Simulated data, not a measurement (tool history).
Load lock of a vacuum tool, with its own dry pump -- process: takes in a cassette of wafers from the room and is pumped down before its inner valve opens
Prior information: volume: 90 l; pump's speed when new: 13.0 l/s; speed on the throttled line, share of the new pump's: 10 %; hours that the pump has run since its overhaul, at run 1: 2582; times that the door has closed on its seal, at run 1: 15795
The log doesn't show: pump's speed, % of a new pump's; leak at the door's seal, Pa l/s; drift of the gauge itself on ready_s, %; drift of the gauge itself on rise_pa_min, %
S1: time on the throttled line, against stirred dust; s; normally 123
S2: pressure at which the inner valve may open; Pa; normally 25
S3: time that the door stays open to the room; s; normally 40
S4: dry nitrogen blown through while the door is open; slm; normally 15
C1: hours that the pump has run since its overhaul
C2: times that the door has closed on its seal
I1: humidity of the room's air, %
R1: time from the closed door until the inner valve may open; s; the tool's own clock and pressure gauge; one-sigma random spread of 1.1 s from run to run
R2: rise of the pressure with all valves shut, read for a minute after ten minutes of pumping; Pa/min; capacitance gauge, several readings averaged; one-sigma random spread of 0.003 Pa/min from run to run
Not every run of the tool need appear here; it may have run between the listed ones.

Run 1, hour 0.0: usual settings; C1 2582; C2 15795; I1 50.4. Result: R1 169.8 s, R2 0.432 Pa/min.
Run 2, hour 174.1: usual settings but S3 30 s; C1 2756; C2 16186; I1 43.8. Result: R1 167.3 s, R2 0.449 Pa/min.
Run 3, hour 344.6: usual settings but S3 30 s; C1 2926; C2 16569; I1 45.1. Result: R1 169.7 s, R2 0.475 Pa/min.
Run 4, hour 642.0: usual settings but S3 30 s; C1 3224; C2 17236; I1 43.6. Result: R1 171.1 s, R2 0.489 Pa/min.
Run 5, hour 761.6: usual settings but S3 30 s; C1 3343; C2 17504; I1 43.5. Result: R1 168.9 s, R2 0.506 Pa/min.
Run 6, hour 985.7: usual settings but S2 27 Pa; C1 3567; C2 18008; I1 43.9. Result: R1 170.0 s, R2 0.525 Pa/min.
Run 7, hour 1225.7: usual settings but S2 27 Pa; C1 3807; C2 18546; I1 45.5. Result: R1 166.7 s, R2 0.557 Pa/min.
Run 8, hour 1371.5: usual settings but S2 27 Pa; C1 3953; C2 18874; I1 44.9. Result: R1 168.6 s, R2 0.556 Pa/min.
Run 9, hour 1548.3: usual settings; C1 4130; C2 19271; I1 46.7. Result: R1 170.0 s, R2 0.585 Pa/min.
Run 10, hour 1786.9: usual settings but S2 46 Pa; C1 4368; C2 19806; I1 46.3. Result: R1 166.5 s, R2 0.600 Pa/min.
Run 11, hour 2077.9: usual settings but S2 46 Pa; C1 4660; C2 20460; I1 43.4. Result: R1 165.2 s, R2 0.641 Pa/min.
Run 12, hour 2253.5: usual settings but S1 73 s, S2 28 Pa, S3 65 s, S4 32 slm; C1 4835; C2 20854; I1 46.5. Result: R1 124.5 s, R2 0.662 Pa/min.
Run 13, hour 2524.4: usual settings but S2 27 Pa, S3 47 s, S4 26 slm; C1 5106; C2 21462; I1 48.2. Result: R1 168.1 s, R2 0.687 Pa/min.
Run 14, hour 2796.6: usual settings but S2 22 Pa, S3 47 s, S4 30 slm; C1 5378; C2 22073; I1 48.6. Result: R1 169.3 s, R2 0.707 Pa/min.
Run 15, hour 2932.6: usual settings but S2 22 Pa, S3 47 s, S4 7 slm; C1 5514; C2 22378; I1 41.7. Result: R1 171.5 s, R2 0.748 Pa/min.

Run 16 has not been measured yet. What should we expect?
At hour 3011.2: door's seal changed, seat wiped.
Run 16, hour 3127.3: usual settings but S1 76 s, S3 199 s; C1 5707; C2 261; I1 42.8. Result: R1 ?, R2 ?.

{"run 16": {"R1": 127.0, "R2": 0.043}}
The same run, on a tool lacking any hidden state, would have yielded R1 124.4 s, R2 0.041 Pa/min.

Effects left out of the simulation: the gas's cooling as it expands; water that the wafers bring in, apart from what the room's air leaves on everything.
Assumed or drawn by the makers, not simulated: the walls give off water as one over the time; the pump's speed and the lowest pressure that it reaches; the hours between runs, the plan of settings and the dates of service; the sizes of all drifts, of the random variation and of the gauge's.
